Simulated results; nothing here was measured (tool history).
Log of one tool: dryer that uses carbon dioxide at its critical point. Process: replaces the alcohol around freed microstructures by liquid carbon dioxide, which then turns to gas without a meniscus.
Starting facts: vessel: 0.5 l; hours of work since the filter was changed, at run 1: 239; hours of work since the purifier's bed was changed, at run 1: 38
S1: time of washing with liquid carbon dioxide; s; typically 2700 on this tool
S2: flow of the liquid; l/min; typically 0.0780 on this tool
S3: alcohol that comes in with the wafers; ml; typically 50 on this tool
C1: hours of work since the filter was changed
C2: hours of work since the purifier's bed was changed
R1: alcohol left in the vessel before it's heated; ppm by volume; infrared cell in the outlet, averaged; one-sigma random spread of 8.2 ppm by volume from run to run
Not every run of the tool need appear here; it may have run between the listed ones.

run  hour    S1      S2  S3   C1  C2    R1
  1   0.0  2700  0.0780  50  239  38   762
  2   6.1  2700  0.0780  50  243  42   788
  3  10.0  2700  0.1156  50  246  45    93
  4  16.1  2700  0.0688  50  250  49  1372
  5  24.1  2700  0.0688  50  255  54  1413
  6  28.3  2160  0.0997  83  258  57  1229
  7  33.9  3120  0.0714  50  261  60   648
  8  40.5  2400  0.0933  26  266  65   340
  9  45.3  2700  0.1066  50  269  68   172
 10  53.8  2700  0.1066  50  275  73   170

Some steps in R1, run to run, broken into two amounts with sign: the step expected even without the hidden condition (settings, incoming material, random variation), and the rest, left for the hidden condition together with whatever gauge scatter is not in both the measured and the hidden-condition-free result:
Hidden conditions of the tool in this case: flow that reaches the vessel past the clogged filter, %; alcohol in the recycled carbon dioxide, ppm; drift of the gauge itself on alcohol_ppm, %.
Run 3 -> 4: S2 0.1156 -> 0.0688. R1 +1279 ppm by volume: hidden state +516, all else +763.
